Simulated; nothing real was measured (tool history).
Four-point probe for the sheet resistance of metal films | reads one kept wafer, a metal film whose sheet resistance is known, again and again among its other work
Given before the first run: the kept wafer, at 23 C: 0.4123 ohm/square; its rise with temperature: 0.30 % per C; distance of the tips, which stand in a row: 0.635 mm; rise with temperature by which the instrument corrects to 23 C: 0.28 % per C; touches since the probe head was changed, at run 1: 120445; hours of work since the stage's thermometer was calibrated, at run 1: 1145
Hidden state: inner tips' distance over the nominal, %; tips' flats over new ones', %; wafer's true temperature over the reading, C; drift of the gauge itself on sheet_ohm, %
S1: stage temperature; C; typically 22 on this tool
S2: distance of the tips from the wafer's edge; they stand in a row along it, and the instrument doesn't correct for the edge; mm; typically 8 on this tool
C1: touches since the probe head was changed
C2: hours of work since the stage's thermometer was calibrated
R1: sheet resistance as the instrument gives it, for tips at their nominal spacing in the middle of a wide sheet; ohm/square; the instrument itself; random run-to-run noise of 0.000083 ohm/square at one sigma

| run | hour | S1 | S2 | C1 | C2 | R1 |
|---|---|---|---|---|---|---|
| 1 | 0.0 | 22 | 8 | 120445 | 1145 | 0.417184 |
| 2 | 31.4 | 22 | 8 | 121911 | 1164 | 0.417165 |
| 3 | 74.7 | 22 | 37 | 123936 | 1190 | 0.415951 |
| 4 | 121.6 | 22 | 37 | 126130 | 1218 | 0.415934 |
| 5 | 152.9 | 22 | 3 | 127592 | 1237 | 0.425786 |
| 6 | 187.1 | 22 | 3 | 129189 | 1258 | 0.425724 |
| 7 | 235.6 | 22 | 3 | 131457 | 1287 | 0.425954 |
| 8 | 286.4 | 22 | 3 | 133832 | 1318 | 0.426084 |
| 9 | 335.9 | 22 | 4 | 136146 | 1348 | 0.421802 |
| 10 | 369.3 | 22 | 16 | 137707 | 1368 | 0.416727 |
| 11 | 408.5 | 22 | 16 | 139541 | 1392 | 0.416783 |
| 12 | 433.1 | 22 | 16 | 140691 | 1407 | 0.416710 |
| 13 | 474.0 | 30 | 8 | 142600 | 1431 | 0.418532 |
| 14 | 523.2 | 30 | 8 | 144902 | 1461 | 0.418537 |
| 15 | 554.7 | 24 | 24 | 146372 | 1480 | 0.416678 |
|  | 604.2 | new probe head fitted |
| 16 | 610.6 | 33 | 7 | 296 | 1513 | 0.416197 |
| 17 | 641.2 | 33 | 7 | 1727 | 1532 | 0.416312 |

Forecast each of these 5 alternatives for the next run:
| A | 698.1 | 27 | 19 | 4388 | 1566 | ? |
| B | 698.1 | 19 | 4 | 4388 | 1566 | ? |
| C | 698.1 | 21 | 8 | 4388 | 1566 | ? |
| D | 698.1 | 22 | 3 | 4388 | 1566 | ? |
| E | 698.1 | 22 | 7 | 4388 | 1566 | ? |

| run | R1 |
|---|---|
| A | 0.414259 |
| B | 0.418664 |
| C | 0.414963 |
| D | 0.423335 |
| E | 0.415394 |
What these runs would have given with no unlogged condition in the tool:
| run | R1 |
|---|---|
| A | 0.412877 |
| B | 0.417260 |
| C | 0.413573 |
| D | 0.421920 |
| E | 0.414003 |

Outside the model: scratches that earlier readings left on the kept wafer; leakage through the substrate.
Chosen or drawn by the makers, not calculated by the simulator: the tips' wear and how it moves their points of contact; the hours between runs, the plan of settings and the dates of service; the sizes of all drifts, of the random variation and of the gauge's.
